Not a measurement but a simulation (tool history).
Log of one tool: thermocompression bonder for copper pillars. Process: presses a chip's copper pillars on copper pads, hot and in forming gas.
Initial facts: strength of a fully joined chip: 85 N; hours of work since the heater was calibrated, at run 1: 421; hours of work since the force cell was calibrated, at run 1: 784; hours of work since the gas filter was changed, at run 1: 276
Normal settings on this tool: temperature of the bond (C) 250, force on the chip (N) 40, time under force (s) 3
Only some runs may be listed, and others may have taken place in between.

| run | hour | temperature of the bond (C) | force on the chip (N) | time under force (s) | hours of work since the heater was calibrated | hours of work since the force cell was calibrated | hours of work since the gas filter was changed | force that shears a chip off (N) |
|---|---|---|---|---|---|---|---|---|
| 1 | 0.0 | 250 | 40 | 3 | 421 | 784 | 276 | 36.8 |
| 2 | 22.5 | 250 | 40 | 3 | 431 | 794 | 286 | 36.5 |
| 3 | 35.1 | 250 | 40 | 3 | 436 | 799 | 291 | 36.8 |
| 4 | 56.0 | 250 | 40 | 3 | 445 | 809 | 300 | 36.2 |
| 5 | 83.3 | 250 | 40 | 3 | 457 | 821 | 312 | 36.4 |
| 6 | 106.9 | 250 | 40 | 3 | 467 | 831 | 323 | 36.2 |
| 7 | 135.5 | 250 | 40 | 6 | 480 | 843 | 335 | 47.2 |
| 8 | 154.4 | 250 | 40 | 4 | 488 | 852 | 343 | 40.7 |
| 9 | 184.3 | 250 | 40 | 4 | 501 | 865 | 356 | 40.0 |
| 10 | 204.2 | 250 | 40 | 4 | 510 | 874 | 365 | 40.2 |
| 11 | 217.5 | 250 | 40 | 3 | 516 | 879 | 371 | 36.7 |
| 12 | 243.5 | 258 | 40 | 3 | 527 | 891 | 382 | 40.0 |
| 13 | 265.0 | 258 | 40 | 3 | 537 | 900 | 392 | 40.3 |
| 14 | 286.8 | 258 | 40 | 3 | 546 | 910 | 401 | 40.1 |
| 15 | 313.1 | 250 | 40 | 3 | 558 | 921 | 413 | 37.0 |
| 16 | 333.4 | 250 | 40 | 3 | 567 | 930 | 422 | 36.4 |
| 17 | 354.8 | 250 | 40 | 3 | 576 | 940 | 431 | 37.0 |
| 18 | 373.1 | 250 | 40 | 3 | 584 | 948 | 439 | 36.8 |
| 19 | 389.5 | 266 | 39 | 3 | 591 | 955 | 446 | 42.6 |
| 20 | 408.1 | 250 | 49 | 3 | 599 | 963 | 455 | 42.4 |
| 21 | 425.8 | 250 | 49 | 3 | 607 | 971 | 462 | 43.2 |
|  | 447.6 | forming gas filter changed |
| 22 | 456.1 | 268 | 24 | 4 | 620 | 984 | 4 | 32.9 |
| 23 | 479.7 | 267 | 40 | 3 | 631 | 994 | 14 | 43.8 |
| 24 | 492.9 | 265 | 29 | 3 | 636 | 1000 | 20 | 32.7 |
| 25 | 518.5 | 250 | 53 | 4 | 648 | 1011 | 31 | 50.4 |
| 26 | 543.5 | 250 | 53 | 4 | 658 | 1022 | 42 | 49.7 |
| 27 | 568.6 | 248 | 40 | 3 | 669 | 1033 | 53 | 36.5 |
| 28 | 594.6 | 250 | 26 | 6 | 681 | 1044 | 64 | 33.2 |
| 29 | 609.2 | 250 | 26 | 6 | 687 | 1051 | 71 | 33.5 |
| 30 | 636.8 | 250 | 26 | 6 | 699 | 1063 | 83 | 33.9 |
| 31 | 661.3 | 250 | 44 | 6 | 710 | 1074 | 94 | 49.5 |
| 32 | 684.5 | 225 | 25 | 3 | 720 | 1084 | 104 | 17.4 |
| 33 | 700.4 | 270 | 25 | 6 | 727 | 1091 | 111 | 40.6 |
| 34 | 721.5 | 250 | 36 | 3 | 736 | 1100 | 120 | 33.5 |
| 35 | 737.5 | 250 | 36 | 3 | 743 | 1107 | 127 | 33.3 |
| 36 | 752.5 | 244 | 55 | 2 | 750 | 1114 | 134 | 38.2 |

For each entry between runs, how does the tool's hidden state at the last listed run before it compare with that at the first listed run after it?
From run 21 to run 22: forming gas filter changed (hour 447.6)
  oxide that the forming gas leaves, % of the face: 0.62 -> 0.5

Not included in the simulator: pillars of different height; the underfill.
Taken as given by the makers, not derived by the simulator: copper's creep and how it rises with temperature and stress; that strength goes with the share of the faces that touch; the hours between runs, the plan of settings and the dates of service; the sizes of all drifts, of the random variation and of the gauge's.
